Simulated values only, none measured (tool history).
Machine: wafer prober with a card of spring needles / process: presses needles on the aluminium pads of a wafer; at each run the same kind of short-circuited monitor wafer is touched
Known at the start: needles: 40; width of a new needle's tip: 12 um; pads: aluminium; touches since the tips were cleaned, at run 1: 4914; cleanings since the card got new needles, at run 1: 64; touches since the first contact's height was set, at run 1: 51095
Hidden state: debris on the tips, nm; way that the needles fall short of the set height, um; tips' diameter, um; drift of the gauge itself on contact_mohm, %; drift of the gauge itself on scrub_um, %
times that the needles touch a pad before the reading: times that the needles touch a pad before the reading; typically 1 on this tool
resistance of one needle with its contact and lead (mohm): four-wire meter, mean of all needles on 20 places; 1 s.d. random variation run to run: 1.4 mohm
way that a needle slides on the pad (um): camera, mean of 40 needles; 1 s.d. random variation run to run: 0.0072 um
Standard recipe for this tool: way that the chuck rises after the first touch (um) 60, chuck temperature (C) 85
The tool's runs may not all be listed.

| run | day | way that the chuck rises after the first touch (um) | chuck temperature (C) | times that the needles touch a pad before the reading | touches since the tips were cleaned | cleanings since the card got new needles | touches since the first contact's height was set | resistance of one needle with its contact and lead (mohm) | way that a needle slides on the pad (um) |
|---|---|---|---|---|---|---|---|---|---|
| 1 | 0 | 60 | 85 | 1 | 4914 | 64 | 51095 | 117 | 7.264 |
|  | 0.162 | tips cleaned on abrasive film |
|  | 0.717 | tips cleaned on abrasive film |
| 2 | 0.717 | 60 | 85 | 1 | 0 | 66 | 58731 | 120 | 7.266 |
|  | 1.121 | height of the first contact set anew |
| 3 | 1.262 | 60 | 74 | 1 | 5754 | 66 | 1520 | 119 | 7.271 |
|  | 1.346 | tips cleaned on abrasive film |
| 4 | 1.804 | 60 | 74 | 1 | 4933 | 67 | 7329 | 117 | 7.26 |
|  | 1.967 | tips cleaned on abrasive film |
| 5 | 2.433 | 60 | 74 | 1 | 5040 | 68 | 14057 | 118 | 7.279 |
|  | 2.529 | tips cleaned on abrasive film |
| 6 | 2.958 | 60 | 85 | 1 | 4622 | 69 | 19663 | 118 | 7.272 |
|  | 3.158 | tips cleaned on abrasive film |
| 7 | 3.608 | 60 | 85 | 1 | 4847 | 70 | 26638 | 119 | 7.274 |
|  | 3.704 | tips cleaned on abrasive film |
|  | 4.258 | tips cleaned on abrasive film |
| 8 | 4.446 | 60 | 85 | 1 | 2030 | 72 | 35596 | 117 | 7.284 |
|  | 4.888 | tips cleaned on abrasive film |
| 9 | 5.004 | 60 | 85 | 1 | 1267 | 73 | 41555 | 119 | 7.274 |
|  | 5.438 | tips cleaned on abrasive film |
| 10 | 5.638 | 60 | 85 | 2 | 2160 | 74 | 48344 | 118 | 7.28 |
|  | 5.992 | tips cleaned on abrasive film |
| 11 | 6.088 | 60 | 85 | 2 | 1048 | 75 | 53152 | 119 | 7.27 |
|  | 6.596 | tips cleaned on abrasive film |
|  | 7.029 | height of the first contact set anew |
|  | 7.15 | tips cleaned on abrasive film |
| 12 | 7.15 | 60 | 85 | 2 | 0 | 77 | 1285 | 118 | 7.258 |
| 13 | 7.688 | 60 | 85 | 2 | 5768 | 77 | 7053 | 118 | 7.258 |
|  | 7.792 | tips cleaned on abrasive film |
|  | 8.354 | tips cleaned on abrasive film |
| 14 | 8.758 | 60 | 85 | 2 | 4328 | 79 | 18517 | 118 | 7.27 |
|  | 8.917 | tips cleaned on abrasive film |
| 15 | 9.233 | 60 | 85 | 2 | 3430 | 80 | 23612 | 121 | 7.262 |
|  | 9.496 | tips cleaned on abrasive film |
|  | 10.083 | tips cleaned on abrasive film |
| 16 | 10.329 | 60 | 85 | 1 | 2679 | 82 | 35358 | 117 | 7.266 |
|  | 10.625 | tips cleaned on abrasive film |
|  | 11.217 | tips cleaned on abrasive film |
| 17 | 11.383 | 60 | 85 | 2 | 1781 | 84 | 46610 | 117 | 7.271 |
|  | 11.796 | tips cleaned on abrasive film |
| 18 | 12.217 | 47 | 27 | 1 | 4539 | 85 | 55578 | 114 | 5.684 |
|  | 12.388 | tips cleaned on abrasive film |
|  | 12.929 | height of the first contact set anew |
|  | 13.004 | tips cleaned on abrasive film |
| 19 | 13.221 | 55 | 100 | 1 | 2311 | 87 | 3109 | 121 | 6.661 |
|  | 13.579 | tips cleaned on abrasive film |
| 20 | 13.867 | 55 | 100 | 1 | 3105 | 88 | 10022 | 121 | 6.654 |
|  | 14.133 | tips cleaned on abrasive film |
| 21 | 14.396 | 55 | 100 | 1 | 2844 | 89 | 15706 | 121 | 6.674 |
|  | 14.729 | tips cleaned on abrasive film |
| 22 | 15.029 | 78 | 73 | 1 | 3232 | 90 | 22469 | 114 | 9.448 |
|  | 15.292 | tips cleaned on abrasive film |
| 23 | 15.529 | 58 | 35 | 2 | 2553 | 91 | 27806 | 111 | 7.027 |
|  | 15.883 | tips cleaned on abrasive film |
|  | 16.521 | tips cleaned on abrasive film |
| 24 | 16.629 | 73 | 31 | 2 | 1173 | 93 | 39583 | 109 | 8.843 |
|  | 17.104 | tips cleaned on abrasive film |
| 25 | 17.421 | 62 | 85 | 1 | 3428 | 94 | 48101 | 117 | 7.52 |
|  | 17.688 | tips cleaned on abrasive film |
| 26 | 18.158 | 51 | 28 | 1 | 5111 | 95 | 56018 | 114 | 6.183 |
|  | 18.288 | tips cleaned on abrasive film |
|  | 18.8 | height of the first contact set anew |
|  | 18.888 | tips cleaned on abrasive film |
| 27 | 18.888 | 71 | 112 | 2 | 0 | 97 | 883 | 119 | 8.601 |
|  | 19.467 | tips cleaned on abrasive film |
| 28 | 19.479 | 60 | 49 | 1 | 142 | 98 | 7256 | 112 | 7.272 |
| 29 | 19.996 | 48 | 49 | 2 | 5684 | 98 | 12798 | 115 | 5.806 |
|  | 20.088 | tips cleaned on abrasive film |
|  | 20.667 | tips cleaned on abrasive film |
| 30 | 20.688 | 55 | 124 | 3 | 239 | 100 | 20180 | 122 | 6.673 |
|  | 21.225 | tips cleaned on abrasive film |
| 31 | 21.5 | 55 | 124 | 1 | 2951 | 101 | 28891 | 125 | 6.66 |

For each entry between runs, how does the tool's hidden state at the last listed run before it compare with that at the first listed run after it?
Runs 1 to 2: tips cleaned on abrasive film (day 0.162); tips cleaned on abrasive film (day 0.717)
  debris on the tips, nm: 0.6 -> 0
Runs 2 to 3: height of the first contact set anew (day 1.121)
  debris on the tips, nm: 0 -> 0.6
Runs 3 to 4: tips cleaned on abrasive film (day 1.346)
  nothing in the hidden state changes from one run to the other
Runs 4 to 5: tips cleaned on abrasive film (day 1.967)
  debris on the tips, nm: 0.6 -> 0.5
Runs 5 to 6: tips cleaned on abrasive film (day 2.529)
  debris on the tips, nm: 0.5 -> 0.6
Runs 6 to 7: tips cleaned on abrasive film (day 3.158)
  nothing in the hidden state changes from one run to the other
Runs 7 to 8: tips cleaned on abrasive film (day 3.704); tips cleaned on abrasive film (day 4.258)
  debris on the tips, nm: 0.6 -> 0.3
Runs 8 to 9: tips cleaned on abrasive film (day 4.888)
  nothing in the hidden state changes from one run to the other
Runs 9 to 10: tips cleaned on abrasive film (day 5.438)
  debris on the tips, nm: 0.3 -> 0.4
Runs 10 to 11: tips cleaned on abrasive film (day 5.992)
  debris on the tips, nm: 0.4 -> 0.3
Runs 11 to 12: tips cleaned on abrasive film (day 6.596); height of the first contact set anew (day 7.029); tips cleaned on abrasive film (day 7.15)
  debris on the tips, nm: 0.3 -> 0.1
Runs 13 to 14: tips cleaned on abrasive film (day 7.792); tips cleaned on abrasive film (day 8.354)
  debris on the tips, nm: 0.6 -> 0.5
Runs 14 to 15: tips cleaned on abrasive film (day 8.917)
  nothing in the hidden state changes from one run to the other
Runs 15 to 16: tips cleaned on abrasive film (day 9.496); tips cleaned on abrasive film (day 10.083)
  debris on the tips, nm: 0.5 -> 0.4
Runs 16 to 17: tips cleaned on abrasive film (day 10.625); tips cleaned on abrasive film (day 11.217)
  debris on the tips, nm: 0.4 -> 0.3
Runs 17 to 18: tips cleaned on abrasive film (day 11.796)
  debris on the tips, nm: 0.3 -> 0.6
Runs 18 to 19: tips cleaned on abrasive film (day 12.388); height of the first contact set anew (day 12.929); tips cleaned on abrasive film (day 13.004)
  debris on the tips, nm: 0.6 -> 0.4
Runs 19 to 20: tips cleaned on abrasive film (day 13.579)
  debris on the tips, nm: 0.4 -> 0.5
Runs 20 to 21: tips cleaned on abrasive film (day 14.133)
  debris on the tips, nm: 0.5 -> 0.4
Runs 21 to 22: tips cleaned on abrasive film (day 14.729)
  debris on the tips, nm: 0.4 -> 0.5
Runs 22 to 23: tips cleaned on abrasive film (day 15.292)
  debris on the tips, nm: 0.5 -> 0.4
Runs 23 to 24: tips cleaned on abrasive film (day 15.883); tips cleaned on abrasive film (day 16.521)
  debris on the tips, nm: 0.4 -> 0.2
Runs 24 to 25: tips cleaned on abrasive film (day 17.104)
  debris on the tips, nm: 0.2 -> 0.5
Runs 25 to 26: tips cleaned on abrasive film (day 17.688)
  debris on the tips, nm: 0.5 -> 0.6
Runs 26 to 27: tips cleaned on abrasive film (day 18.288); height of the first contact set anew (day 18.8); tips cleaned on abrasive film (day 18.888)
  debris on the tips, nm: 0.6 -> 0.1
Runs 27 to 28: tips cleaned on abrasive film (day 19.467)
  nothing in the hidden state changes from one run to the other
Runs 29 to 30: tips cleaned on abrasive film (day 20.088); tips cleaned on abrasive film (day 20.667)
  debris on the tips, nm: 0.6 -> 0.1
Runs 30 to 31: tips cleaned on abrasive film (day 21.225)
  debris on the tips, nm: 0.1 -> 0.4

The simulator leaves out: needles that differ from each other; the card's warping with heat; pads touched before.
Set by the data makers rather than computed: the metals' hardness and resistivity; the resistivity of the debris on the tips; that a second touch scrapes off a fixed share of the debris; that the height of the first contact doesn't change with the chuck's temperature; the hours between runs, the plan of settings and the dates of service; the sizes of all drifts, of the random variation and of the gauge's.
